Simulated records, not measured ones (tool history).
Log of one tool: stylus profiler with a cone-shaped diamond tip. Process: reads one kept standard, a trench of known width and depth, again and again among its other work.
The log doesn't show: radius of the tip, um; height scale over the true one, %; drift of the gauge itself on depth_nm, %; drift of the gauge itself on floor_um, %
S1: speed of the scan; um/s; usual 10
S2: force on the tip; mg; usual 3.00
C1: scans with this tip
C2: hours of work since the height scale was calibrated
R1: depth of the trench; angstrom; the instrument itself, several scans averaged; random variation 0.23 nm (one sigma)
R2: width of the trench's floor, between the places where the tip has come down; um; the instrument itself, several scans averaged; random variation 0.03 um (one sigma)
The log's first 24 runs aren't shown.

{"run": 25, "hour": 1067.3, "S1": 3, "S2": 6.6, "C1": 5933, "C2": 72, "R1": 10145.0, "R2": 95.88}
{"run": 26, "hour": 1125.8, "S1": 10, "S2": 1.17, "C1": 6161, "C2": 107, "R1": 10040.8, "R2": 95.84}
{"run": 27, "hour": 1156.9, "S1": 10, "S2": 1.17, "C1": 6282, "C2": 125, "R1": 10038.8, "R2": 95.79}
{"run": 28, "hour": 1200.0, "S1": 3, "S2": 1.86, "C1": 6449, "C2": 150, "R1": 10061.3, "R2": 95.81}
{"run": 29, "hour": 1245.3, "S1": 30, "S2": 4.57, "C1": 6626, "C2": 176, "R1": 10109.1, "R2": 95.67}
{"run": 30, "hour": 1296.0, "S1": 23, "S2": 5.93, "C1": 6823, "C2": 206, "R1": 10133.6, "R2": 95.7}
{"run": 31, "hour": 1343.4, "S1": 10, "S2": 1.08, "C1": 7007, "C2": 233, "R1": 10038.6, "R2": 95.69}
{"run": 32, "hour": 1389.8, "S1": 10, "S2": 1.08, "C1": 7187, "C2": 260, "R1": 10035.7, "R2": 95.64}
{"run": 33, "hour": 1435.3, "S1": 3, "S2": 1.73, "C1": 7364, "C2": 287, "R1": 10051.3, "R2": 95.73}
{"run": 34, "hour": 1499.7, "S1": 10, "S2": 2.19, "C1": 7615, "C2": 324, "R1": 10066.4, "R2": 95.68}
{"run": 35, "hour": 1557.7, "S1": 30, "S2": 1.91, "C1": 7840, "C2": 358, "R1": 10053.0, "R2": 95.48}
{"run": 36, "hour": 1614.1, "S1": 3, "S2": 1.03, "C1": 8059, "C2": 391, "R1": 10031.0, "R2": 95.67}
{"run": 37, "hour": 1672.9, "S1": 7, "S2": 2.77, "C1": 8288, "C2": 425, "R1": 10071.9, "R2": 95.61}
{"run": 38, "hour": 1699.0, "S1": 7, "S2": 2.77, "C1": 8390, "C2": 441, "R1": 10068.1, "R2": 95.6}
{"run": 39, "hour": 1756.8, "S1": 27, "S2": 1.34, "C1": 8614, "C2": 474, "R1": 10035.9, "R2": 95.42}
{"run": 40, "hour": 1792.5, "S1": 28, "S2": 4.55, "C1": 8753, "C2": 495, "R1": 10100.5, "R2": 95.51}
{"run": 41, "hour": 1839.2, "S1": 28, "S2": 2.92, "C1": 8934, "C2": 522, "R1": 10068.0, "R2": 95.4}
{"run": 42, "hour": 1881.9, "S1": 5, "S2": 7.81, "C1": 9101, "C2": 547, "R1": 10148.4, "R2": 95.6}
{"run": 43, "hour": 1936.1, "S1": 9, "S2": 2.66, "C1": 9311, "C2": 579, "R1": 10059.2, "R2": 95.56}

Forecast each of these 5 alternatives for the next run:
{"run": "A", "hour": 1985.2, "S1": 9, "S2": 1.15, "C1": 9502, "C2": 608, "R1": "?", "R2": "?"}
{"run": "B", "hour": 1985.2, "S1": 9, "S2": 6.02, "C1": 9502, "C2": 608, "R1": "?", "R2": "?"}
{"run": "C", "hour": 1985.2, "S1": 13, "S2": 1.62, "C1": 9502, "C2": 608, "R1": "?", "R2": "?"}
{"run": "D", "hour": 1985.2, "S1": 9, "S2": 1.38, "C1": 9502, "C2": 608, "R1": "?", "R2": "?"}
{"run": "E", "hour": 1985.2, "S1": 4, "S2": 2.66, "C1": 9502, "C2": 608, "R1": "?", "R2": "?"}

run=A R1=10026.4 R2=95.46
run=B R1=10122.5 R2=95.52
run=C R1=10041.4 R2=95.44
run=D R1=10032.2 R2=95.49
run=E R1=10061.5 R2=95.49
Without the tool's hidden state the same runs would have given:
run=A R1=10046.2 R2=96.45
run=B R1=10142.4 R2=96.52
run=C R1=10061.3 R2=96.43
run=D R1=10052.0 R2=96.48
run=E R1=10081.3 R2=96.48
